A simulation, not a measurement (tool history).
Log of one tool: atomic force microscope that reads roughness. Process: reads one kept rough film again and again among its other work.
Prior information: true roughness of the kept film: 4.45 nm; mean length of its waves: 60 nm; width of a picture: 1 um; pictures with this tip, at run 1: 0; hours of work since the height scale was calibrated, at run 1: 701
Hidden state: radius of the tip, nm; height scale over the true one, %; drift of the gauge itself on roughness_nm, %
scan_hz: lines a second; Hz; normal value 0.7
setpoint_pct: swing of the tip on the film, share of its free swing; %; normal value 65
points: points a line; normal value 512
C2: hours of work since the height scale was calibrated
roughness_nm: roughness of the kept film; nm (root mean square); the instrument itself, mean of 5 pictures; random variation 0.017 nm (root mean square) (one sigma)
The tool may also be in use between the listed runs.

Run 1, hour 0: usual settings; pictures with this tip 0; C2 701. Result: roughness_nm 4.154 nm (root mean square).
Run 2, hour 29.6: usual settings; pictures with this tip 74; C2 723. Result: roughness_nm 4.098 nm (root mean square).
Run 3, hour 59.6: usual settings; pictures with this tip 149; C2 745. Result: roughness_nm 4.019 nm (root mean square).
Run 4, hour 92.1: usual settings; pictures with this tip 231; C2 768. Result: roughness_nm 4 nm (root mean square).
Run 5, hour 115.5: usual settings; pictures with this tip 289; C2 786. Result: roughness_nm 3.959 nm (root mean square).
Run 6, hour 145.7: usual settings; pictures with this tip 365; C2 808. Result: roughness_nm 3.887 nm (root mean square).
At hour 154.7: new tip fitted.
Run 7, hour 172.2: usual settings but points 326; pictures with this tip 44; C2 827. Result: roughness_nm 4.109 nm (root mean square).
At hour 175.5: height scale calibrated on a step standard.
Run 8, hour 196.8: usual settings but scan_hz 1.919 Hz; pictures with this tip 103; C2 16. Result: roughness_nm 3.804 nm (root mean square).
Run 9, hour 214.2: usual settings but scan_hz 1.919 Hz; pictures with this tip 147; C2 28. Result: roughness_nm 3.782 nm (root mean square).
At hour 232.2: height scale calibrated on a step standard, once more.
Run 10, hour 237.2: usual settings but scan_hz 3.106 Hz, setpoint_pct 64 %, points 905; pictures with this tip 202; C2 4. Result: roughness_nm 3.628 nm (root mean square).
Run 11, hour 263.4: usual settings but scan_hz 1.473 Hz, setpoint_pct 63 %, points 651; pictures with this tip 268; C2 23. Result: roughness_nm 3.859 nm (root mean square).
Run 12, hour 288: usual settings but scan_hz 1.473 Hz, setpoint_pct 63 %, points 651; pictures with this tip 330; C2 41. Result: roughness_nm 3.868 nm (root mean square).
At hour 310.1: new tip fitted.
Run 13, hour 310.1: usual settings but scan_hz 1.473 Hz, setpoint_pct 63 %, points 651; pictures with this tip 0; C2 56. Result: roughness_nm 4.058 nm (root mean square).
Run 14, hour 334.8: usual settings but scan_hz 1.265 Hz, setpoint_pct 63 %, points 266; pictures with this tip 61; C2 74. Result: roughness_nm 4.04 nm (root mean square).
Run 15, hour 359.7: usual settings but scan_hz 0.571 Hz, setpoint_pct 55 %, points 985; pictures with this tip 124; C2 93. Result: roughness_nm 4.167 nm (root mean square).
Run 16, hour 387.5: usual settings but scan_hz 1.288 Hz, setpoint_pct 58 %, points 497; pictures with this tip 193; C2 113. Result: roughness_nm 3.996 nm (root mean square).
Run 17, hour 414.1: usual settings but scan_hz 1.493 Hz, setpoint_pct 90 %; pictures with this tip 260; C2 132. Result: roughness_nm 3.223 nm (root mean square).

5 ways to go on from here, each from the tool as it stands after run 17. What would each give?
Run A, hour 437.7: usual settings but setpoint_pct 64 %; pictures with this tip 319; C2 149. Result: roughness_nm ?.
Run B, hour 437.7: usual settings but scan_hz 1.493 Hz, setpoint_pct 70 %; pictures with this tip 319; C2 149. Result: roughness_nm ?.
Run C, hour 437.7: usual settings but scan_hz 1.794 Hz, points 681; pictures with this tip 319; C2 149. Result: roughness_nm ?.
Run D, hour 437.7: usual settings but scan_hz 1.164 Hz, setpoint_pct 61 %, points 599; pictures with this tip 319; C2 149. Result: roughness_nm ?.
Run E, hour 437.7: usual settings but setpoint_pct 62 %; pictures with this tip 319; C2 149. Result: roughness_nm ?.

run  roughness_nm
  A         3.972
  B         3.728
  C         3.741
  D         3.897
  E         3.978
Without the tool's hidden state the same runs would have given:
run  roughness_nm
  A         4.217
  B         3.958
  C         3.972
  D         4.137
  E         4.222
